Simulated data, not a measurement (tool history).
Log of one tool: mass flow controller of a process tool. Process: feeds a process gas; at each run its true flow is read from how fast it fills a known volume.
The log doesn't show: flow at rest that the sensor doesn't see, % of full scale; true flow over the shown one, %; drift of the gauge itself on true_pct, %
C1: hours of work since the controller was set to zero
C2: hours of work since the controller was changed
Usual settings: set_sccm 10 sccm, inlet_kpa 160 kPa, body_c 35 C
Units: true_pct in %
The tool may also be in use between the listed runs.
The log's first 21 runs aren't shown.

Run 22, day 161.646: usual settings but set_sccm 11 sccm, inlet_kpa 205 kPa; C1 5447; C2 5447. Result: true_pct 97.47 %.
Run 23, day 171.929: usual settings but body_c 27 C; C1 5558; C2 5558. Result: true_pct 98.78 %.
Run 24, day 181.679: usual settings but set_sccm 5 sccm, inlet_kpa 242 kPa, body_c 26 C; C1 5663; C2 5663. Result: true_pct 100.08 %.
Run 25, day 188.842: usual settings but inlet_kpa 213 kPa; C1 5741; C2 5741. Result: true_pct 97.57 %.
Run 26, day 197.438: usual settings but inlet_kpa 141 kPa, body_c 37 C; C1 5833; C2 5833. Result: true_pct 97.58 %.
Run 27, day 202.604: usual settings but inlet_kpa 141 kPa, body_c 37 C; C1 5889; C2 5889. Result: true_pct 97.39 %.
Run 28, day 209.054: usual settings but set_sccm 6 sccm, inlet_kpa 224 kPa, body_c 31 C; C1 5959; C2 5959. Result: true_pct 99.08 %.
Run 29, day 219.262: usual settings but inlet_kpa 231 kPa; C1 6069; C2 6069. Result: true_pct 97.48 %.
Run 30, day 228.375: usual settings but inlet_kpa 231 kPa; C1 6168; C2 6168. Result: true_pct 97.63 %.
Run 31, day 237.067: usual settings but inlet_kpa 231 kPa; C1 6262; C2 6262. Result: true_pct 97.49 %.
Run 32, day 243.167: usual settings but set_sccm 3 sccm; C1 6328; C2 6328. Result: true_pct 102.29 %.
Run 33, day 252.846: usual settings but set_sccm 3 sccm; C1 6432; C2 6432. Result: true_pct 102.55 %.
At day 258.658: controller exchanged for a calibrated one.
Run 34, day 262.717: usual settings but set_sccm 8 sccm, inlet_kpa 149 kPa, body_c 27 C; C1 44; C2 44. Result: true_pct 98.97 %.
Run 35, day 272.796: usual settings but set_sccm 6 sccm, inlet_kpa 246 kPa, body_c 33 C; C1 153; C2 153. Result: true_pct 97.78 %.
Run 36, day 277.617: usual settings but set_sccm 6 sccm, inlet_kpa 246 kPa, body_c 33 C; C1 205; C2 205. Result: true_pct 97.79 %.
Run 37, day 284.054: usual settings but set_sccm 6 sccm, inlet_kpa 227 kPa, body_c 31 C; C1 275; C2 275. Result: true_pct 98.05 %.
Run 38, day 293.142: usual settings but set_sccm 3 sccm; C1 373; C2 373. Result: true_pct 97.64 %.
Run 39, day 302.850: usual settings but set_sccm 3 sccm; C1 478; C2 478. Result: true_pct 97.77 %.

Forecast each of these 4 alternatives for the next run:
Run A, day 309.842: usual settings but set_sccm 8 sccm, inlet_kpa 152 kPa, body_c 22 C; C1 553; C2 553. Result: true_pct ?.
Run B, day 309.842: usual settings but inlet_kpa 148 kPa, body_c 26 C; C1 553; C2 553. Result: true_pct ?.
Run C, day 309.842: usual settings but inlet_kpa 206 kPa, body_c 33 C; C1 553; C2 553. Result: true_pct ?.
Run D, day 309.842: usual settings but set_sccm 13 sccm, inlet_kpa 264 kPa; C1 553; C2 553. Result: true_pct ?.

run  true_pct
  A     99.57
  B     99.18
  C     98.26
  D     98.08
Without the tool's hidden state the same runs would have given:
run  true_pct
  A     99.42
  B     99.07
  C     98.16
  D     98.02
